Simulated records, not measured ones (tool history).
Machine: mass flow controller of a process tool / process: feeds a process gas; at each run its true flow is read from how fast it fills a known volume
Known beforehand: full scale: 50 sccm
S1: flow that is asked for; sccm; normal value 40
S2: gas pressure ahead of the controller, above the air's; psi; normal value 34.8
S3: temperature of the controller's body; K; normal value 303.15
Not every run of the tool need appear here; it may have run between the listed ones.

run 1 hour=0.0 | S1=40 S2=34.8 S3=303.15 | true_flow_(%)=99.81
run 2 hour=55.3 | S1=40 S2=33.2 S3=303.15 | true_flow_(%)=99.86
run 3 hour=127.0 | S1=40 S2=34.8 S3=303.15 | true_flow_(%)=99.88
run 4 hour=176.7 | S1=40 S2=34.8 S3=303.15 | true_flow_(%)=99.87
run 5 hour=215.3 | S1=40 S2=34.8 S3=303.15 | true_flow_(%)=99.78
run 6 hour=265.5 | S1=40 S2=34.8 S3=309.15 | true_flow_(%)=100.22
run 7 hour=336.5 | S1=40 S2=30.0 S3=303.15 | true_flow_(%)=100.14
run 8 hour=369.8 | S1=40 S2=22.2 S3=303.15 | true_flow_(%)=100.29
run 9 hour=419.0 | S1=40 S2=22.2 S3=303.15 | true_flow_(%)=100.23
run 10 hour=479.0 | S1=17 S2=22.2 S3=303.15 | true_flow_(%)=100.35
run 11 hour=533.3 | S1=17 S2=22.2 S3=303.15 | true_flow_(%)=100.37
run 12 hour=568.9 | S1=40 S2=28.6 S3=303.15 | true_flow_(%)=100.05
run 13 hour=636.1 | S1=40 S2=28.6 S3=303.15 | true_flow_(%)=100.25
run 14 hour=708.2 | S1=40 S2=34.8 S3=303.15 | true_flow_(%)=99.97
run 15 hour=757.8 | S1=40 S2=33.8 S3=303.15 | true_flow_(%)=100.04
run 16 hour=814.2 | S1=40 S2=33.8 S3=303.15 | true_flow_(%)=99.92
run 17 hour=859.5 | S1=40 S2=33.8 S3=303.15 | true_flow_(%)=100.08
run 18 hour=919.8 | S1=40 S2=33.8 S3=303.15 | true_flow_(%)=99.99
run 19 hour=995.4 | S1=40 S2=34.8 S3=303.15 | true_flow_(%)=100.03
run 20 hour=1036.1 | S1=40 S2=34.8 S3=303.15 | true_flow_(%)=99.99
run 21 hour=1110.7 | S1=40 S2=34.8 S3=303.15 | true_flow_(%)=99.99
run 22 hour=1165.5 | S1=40 S2=34.8 S3=303.15 | true_flow_(%)=100.17
run 23 hour=1227.0 | S1=40 S2=34.8 S3=303.15 | true_flow_(%)=100.11
run 24 hour=1270.9 | S1=40 S2=34.8 S3=303.15 | true_flow_(%)=100.13
run 25 hour=1321.3 | S1=19 S2=23.8 S3=301.15 | true_flow_(%)=100.24
run 26 hour=1369.7 | S1=30 S2=27.8 S3=305.15 | true_flow_(%)=100.51
run 27 hour=1428.1 | S1=40 S2=35.2 S3=303.15 | true_flow_(%)=100.25
run 28 hour=1481.3 | S1=7 S2=35.2 S3=308.15 | true_flow_(%)=100.61
run 29 hour=1554.8 | S1=33 S2=25.4 S3=313.15 | true_flow_(%)=101.06
run 30 hour=1627.0 | S1=13 S2=32.9 S3=303.15 | true_flow_(%)=100.25
run 31 hour=1669.0 | S1=13 S2=32.9 S3=303.15 | true_flow_(%)=100.21
run 32 hour=1730.1 | S1=13 S2=32.9 S3=303.15 | true_flow_(%)=100.26
run 33 hour=1791.5 | S1=40 S2=23.4 S3=296.15 | true_flow_(%)=100.07
run 34 hour=1843.6 | S1=5 S2=36.5 S3=300.15 | true_flow_(%)=100.29
run 35 hour=1881.4 | S1=18 S2=34.8 S3=313.15 | true_flow_(%)=100.80
run 36 hour=1929.3 | S1=18 S2=34.8 S3=313.15 | true_flow_(%)=100.80
run 37 hour=1979.9 | S1=18 S2=34.8 S3=313.15 | true_flow_(%)=100.87
run 38 hour=2018.5 | S1=40 S2=38.4 S3=303.15 | true_flow_(%)=100.17
run 39 hour=2050.3 | S1=40 S2=38.4 S3=303.15 | true_flow_(%)=100.20
run 40 hour=2107.9 | S1=40 S2=38.4 S3=303.15 | true_flow_(%)=100.16
run 41 hour=2156.3 | S1=40 S2=38.4 S3=303.15 | true_flow_(%)=100.13
run 42 hour=2211.6 | S1=18 S2=34.8 S3=303.15 | true_flow_(%)=100.17
run 43 hour=2278.6 | S1=14 S2=34.8 S3=308.15 | true_flow_(%)=100.70
run 44 hour=2311.8 | S1=5 S2=33.6 S3=294.15 | true_flow_(%)=100.25
run 45 hour=2345.5 | S1=5 S2=33.6 S3=294.15 | true_flow_(%)=100.13
run 46 hour=2419.7 | S1=5 S2=33.6 S3=294.15 | true_flow_(%)=100.20
run 47 hour=2478.1 | S1=24 S2=25.1 S3=302.15 | true_flow_(%)=100.38
run 48 hour=2515.0 | S1=47 S2=25.1 S3=304.15 | true_flow_(%)=100.64

Here are 3 independent what-if runs from the current tool condition. What would each one return?
run A hour=2583.2 | S1=33 S2=36.1 S3=304.15 | true_flow_(%)=?
run B hour=2583.2 | S1=47 S2=29.7 S3=309.15 | true_flow_(%)=?
run C hour=2583.2 | S1=32 S2=34.5 S3=295.15 | true_flow_(%)=?

run=A true_flow_(%)=100.43
run=B true_flow_(%)=101.01
run=C true_flow_(%)=99.95
With the hidden condition removed and each run's random variation left untouched, the same runs would have given:
run=A true_flow_(%)=100.14
run=B true_flow_(%)=100.75
run=C true_flow_(%)=99.65
